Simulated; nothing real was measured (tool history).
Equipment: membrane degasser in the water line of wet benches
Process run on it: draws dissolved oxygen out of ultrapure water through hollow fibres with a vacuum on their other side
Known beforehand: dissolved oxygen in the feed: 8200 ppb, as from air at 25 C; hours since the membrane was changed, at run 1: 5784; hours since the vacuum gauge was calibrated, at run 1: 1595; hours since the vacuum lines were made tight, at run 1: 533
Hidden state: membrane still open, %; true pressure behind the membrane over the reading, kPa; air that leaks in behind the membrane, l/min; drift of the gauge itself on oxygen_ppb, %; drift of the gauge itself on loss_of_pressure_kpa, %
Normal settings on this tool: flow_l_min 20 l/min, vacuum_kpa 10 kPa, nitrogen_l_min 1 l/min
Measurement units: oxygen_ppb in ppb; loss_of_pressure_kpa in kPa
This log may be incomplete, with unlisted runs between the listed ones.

run,day,flow_l_min,vacuum_kpa,nitrogen_l_min,hours since the membrane was changed,hours since the vacuum gauge was calibrated,hours since the vacuum lines were made tight,oxygen_ppb,loss_of_pressure_kpa
1,0,20,10,1,5784,1595,533,413.8,27.57
2,4.858,20,10,1,5900,1711,649,409.2,27.63
3,8.5,20,10,1,5988,1799,737,414.6,27.95
4,11.462,20,10,1,6059,1870,808,411.8,27.72
5,17.625,20,21.8,1,6207,2018,956,863.2,27.81
6,23.296,20,21.8,1,6343,2154,1092,877.8,27.68
7,27.35,20,21.8,1,6440,2251,1189,864.1,27.69
8,31.154,20,10,1,6531,2342,1280,416.8,27.95
9,35.8,20,13.6,1,6643,2454,1392,563.7,27.85
10,38.642,20,13.6,1,6711,2522,1460,554.9,27.84
11,44.117,20,11.7,1.47,6843,2654,1592,383.7,27.88
12,48.538,20,11.7,1.47,6949,2760,1698,380.7,27.66
13,54.525,29,22.4,1.47,7092,2903,1841,995.1,40.54
14,58.462,29,8.6,1.47,7187,2998,1936,490,40.27
15,61.762,24,13.4,0.55,7266,3077,2015,964.3,33.45
16,64.942,20,22.2,1,7342,3153,2091,891.8,27.87
17,67.542,20,22.2,1,7405,3216,2154,887.1,27.85
18,73.296,22,22.2,2.63,7543,3354,2292,504.8,30.62
19,77.733,15,22.2,2.63,7649,3460,2398,316.8,20.86
20,82.925,22,9.3,0.73,7774,3585,2523,522.2,30.53

Here are 4 independent what-if runs from the current tool condition. What would each one return?
A,88.112,14,15,1,7898,3709,2647,?,?
B,88.112,20,15.4,0.73,7898,3709,2647,?,?
C,88.112,21,15.3,1.97,7898,3709,2647,?,?
D,88.112,20,10,0.91,7898,3709,2647,?,?

run,oxygen_ppb,loss_of_pressure_kpa
A,418.1,19.51
B,777.4,28.17
C,432.1,29.3
D,445.6,28.07
The same runs, with their run-to-run variation unchanged, on a tool lacking any hidden condition would have given:
run,oxygen_ppb,loss_of_pressure_kpa
A,407.2,18.9
B,758.4,27.3
C,413,28.39
D,425.9,27.2
